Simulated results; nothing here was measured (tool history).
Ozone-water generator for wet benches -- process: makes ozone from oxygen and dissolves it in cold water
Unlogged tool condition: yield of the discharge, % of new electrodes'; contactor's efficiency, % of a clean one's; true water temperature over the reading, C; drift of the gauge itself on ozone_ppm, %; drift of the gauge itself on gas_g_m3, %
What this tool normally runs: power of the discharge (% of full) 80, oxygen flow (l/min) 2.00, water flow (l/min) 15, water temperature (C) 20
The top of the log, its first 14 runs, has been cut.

run    hour  power of the discharge (% of full)  oxygen flow (l/min)  water flow (l/min)  water temperature (C)  hours of work since the electrodes were changed  hours of work since the contactor was cleaned  hours of work since the thermometer was calibrated  dissolved ozone (ppm)  ozone in the gas ahead of the water (g/m3)
 15  1086.3                                  43                 2.00                  15                     20                                             2380                                           4427                                                 850                    5.9                                       124.2
     1117.1  -- contactor cleaned
 16  1159.8                                  43                 2.00                  15                     20                                             2442                                             37                                                 911                    6.6                                       123.7
 17  1276.4                                  80                 2.15                  15                     20                                             2544                                            140                                                1014                   10.4                                       178.4
 18  1367.0                                  80                 2.15                  15                     20                                             2623                                            219                                                1093                   10.1                                       178.8
 19  1445.0                                  80                 2.09                  11                     21                                             2692                                            288                                                1162                   13.3                                       182.6
 20  1495.9                                  80                 1.63                  21                     20                                             2737                                            333                                                1206                    6.8                                       210.5
 21  1605.1                                  80                 2.00                  19                     20                                             2832                                            428                                                1302                    7.9                                       183.4
 22  1669.3                                  80                 2.80                  20                     20                                             2889                                            485                                                1358                    7.4                                       149.0
 23  1782.6                                  75                 1.12                  20                     15                                             2988                                            584                                                1458                    6.4                                       252.8
 24  1860.2                                  75                 1.12                  20                     15                                             3056                                            652                                                1526                    6.4                                       249.9
 25  1937.6                                  80                 1.50                  16                     20                                             3124                                            720                                                1594                    8.8                                       217.4
 26  1997.9                                  80                 1.77                  12                     20                                             3177                                            773                                                1647                   12.1                                       195.1
 27  2060.0                                  80                 1.20                  12                     20                                             3232                                            828                                                1701                   11.6                                       246.7
 28  2164.4                                  78                 2.00                  20                     20                                             3323                                            919                                                1793                    6.9                                       176.8
 29  2226.7                                  58                 1.56                   9                     22                                             3378                                            974                                                1848                   12.2                                       169.7
 30  2293.4                                  80                 2.00                  13                     14                                             3437                                           1033                                                1906                   11.8                                       175.0
 31  2360.4                                  62                 1.82                  10                     12                                             3495                                           1091                                                1965                   12.6                                       158.6
 32  2475.6                                  91                 2.67                  15                     20                                             3597                                           1193                                                2066                   10.0                                       157.6
 33  2591.2                                  53                 1.54                  15                     19                                             3698                                           1294                                                2168                    7.0                                       157.8
 34  2712.7                                  53                 1.41                  15                     19                                             3805                                           1401                                                2274                    6.9                                       165.7

3 options for the next run, each taken on its own from the tool as it stands now. Forecast them:
  A  2829.8                                  70                 1.07                   9                     20                                             3908                                           1503                                                2377                      ?                                           ?
  B  2829.8                                  57                 1.41                  16                     19                                             3908                                           1503                                                2377                      ?                                           ?
  C  2829.8                                  41                 2.00                   9                     20                                             3908                                           1503                                                2377                      ?                                           ?

run  dissolved ozone (ppm)  ozone in the gas ahead of the water (g/m3)
  A                   13.6                                       234.7
  B                    6.7                                       173.7
  C                    9.5                                       112.9
Without the tool's unlogged condition, the same runs would have read:
run  dissolved ozone (ppm)  ozone in the gas ahead of the water (g/m3)
  A                   17.7                                       292.7
  B                    8.6                                       209.9
  C                   11.5                                       129.7
